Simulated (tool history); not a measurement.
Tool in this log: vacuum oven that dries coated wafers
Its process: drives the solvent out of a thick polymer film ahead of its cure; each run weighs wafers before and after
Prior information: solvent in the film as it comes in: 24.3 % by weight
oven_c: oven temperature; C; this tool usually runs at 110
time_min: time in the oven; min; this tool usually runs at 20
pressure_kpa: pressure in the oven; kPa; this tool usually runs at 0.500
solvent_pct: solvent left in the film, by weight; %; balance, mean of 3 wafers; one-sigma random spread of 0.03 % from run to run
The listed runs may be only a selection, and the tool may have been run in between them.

| run | hour | oven_c | time_min | pressure_kpa | solvent_pct |
|---|---|---|---|---|---|
| 1 | 0.0 | 110 | 20 | 0.500 | 0.85 |
| 2 | 44.1 | 110 | 20 | 0.500 | 0.90 |
| 3 | 129.4 | 110 | 20 | 0.500 | 0.85 |
| 4 | 188.9 | 110 | 20 | 0.500 | 0.84 |
| 5 | 262.4 | 110 | 20 | 0.500 | 0.83 |
| 6 | 331.8 | 110 | 20 | 0.500 | 0.92 |
| 7 | 399.4 | 118 | 20 | 0.500 | 0.39 |
| 8 | 482.8 | 102 | 20 | 0.500 | 2.23 |
| 9 | 570.7 | 102 | 20 | 0.500 | 2.19 |
| 10 | 626.1 | 110 | 20 | 0.500 | 0.88 |
| 11 | 717.2 | 110 | 13 | 0.500 | 2.14 |
| 12 | 762.7 | 110 | 20 | 0.500 | 0.87 |
| 13 | 851.4 | 110 | 20 | 0.500 | 0.84 |
| 14 | 913.4 | 110 | 20 | 0.500 | 0.82 |
| 15 | 956.7 | 98 | 20 | 0.500 | 3.14 |
| 16 | 1012.7 | 98 | 20 | 0.500 | 3.14 |
| 17 | 1098.8 | 98 | 20 | 0.868 | 3.30 |
| 18 | 1174.5 | 98 | 20 | 0.868 | 3.26 |
| 19 | 1220.0 | 98 | 20 | 0.868 | 3.30 |
| 20 | 1301.0 | 98 | 20 | 0.868 | 3.09 |
| 21 | 1359.8 | 110 | 20 | 0.500 | 0.77 |
| 22 | 1437.9 | 110 | 20 | 1.824 | 1.28 |
| 23 | 1512.1 | 110 | 20 | 1.824 | 1.27 |
| 24 | 1550.9 | 110 | 20 | 1.824 | 1.29 |
| 25 | 1613.5 | 110 | 36 | 1.121 | 0.76 |
| 26 | 1691.2 | 97 | 20 | 0.635 | 3.28 |
| 27 | 1764.1 | 121 | 28 | 0.890 | 0.38 |
| 28 | 1832.7 | 124 | 14 | 0.653 | 0.60 |
| 29 | 1907.1 | 117 | 14 | 0.653 | 1.28 |
| 30 | 1977.2 | 109 | 14 | 0.653 | 2.82 |
| 31 | 2038.8 | 110 | 13 | 0.552 | 2.82 |
| 32 | 2116.1 | 112 | 13 | 0.481 | 2.25 |
| 33 | 2159.3 | 110 | 13 | 0.809 | 2.94 |
| 34 | 2238.7 | 110 | 13 | 0.809 | 2.59 |
| 35 | 2278.4 | 110 | 24 | 0.500 | 0.58 |
| 36 | 2318.3 | 106 | 20 | 0.500 | 1.49 |
| 37 | 2364.9 | 106 | 20 | 0.500 | 1.52 |
| 38 | 2423.1 | 95 | 20 | 1.358 | 5.05 |
| 39 | 2489.2 | 95 | 20 | 1.358 | 5.08 |
| 40 | 2565.3 | 98 | 12 | 1.358 | 7.34 |
| 41 | 2659.0 | 120 | 20 | 0.895 | 0.38 |
| 42 | 2724.5 | 120 | 20 | 0.895 | 0.40 |
| 43 | 2770.2 | 97 | 33 | 0.500 | 1.47 |
| 44 | 2860.5 | 122 | 20 | 0.500 | 0.25 |
| 45 | 2905.8 | 107 | 28 | 0.500 | 0.58 |
| 46 | 3000.7 | 124 | 11 | 0.750 | 0.68 |
| 47 | 3088.2 | 124 | 11 | 0.750 | 0.67 |

Taken out of this log: 3 entries between the listed runs. Where each belongs, and how the hidden state differs across it:
Logged between run 19 and run 20: oven's thermocouples calibrated (hour 1230.8)
  true wafer temperature over the reading, C: 2.74 -> 3.34; true pressure over the reading, kPa: 0.613 -> 0.635
  measured less the result without the state, solvent_pct: -0.54 -> -0.70 %
Logged between run 27 and run 28: oven's thermocouples calibrated, once more (hour 1808.9)
  true wafer temperature over the reading, C: 3.86 -> -0.3; true pressure over the reading, kPa: 0.764 -> 0.781
  measured less the result without the state, solvent_pct: +0.16 -> +0.22 %
Logged between run 33 and run 34: vacuum gauge cleaned of residue and calibrated (hour 2190.9)
  true wafer temperature over the reading, C: 0.08 -> 0.18; true pressure over the reading, kPa: 0.873 -> 0.019
  measured less the result without the state, solvent_pct: +0.30 -> -0.04 %

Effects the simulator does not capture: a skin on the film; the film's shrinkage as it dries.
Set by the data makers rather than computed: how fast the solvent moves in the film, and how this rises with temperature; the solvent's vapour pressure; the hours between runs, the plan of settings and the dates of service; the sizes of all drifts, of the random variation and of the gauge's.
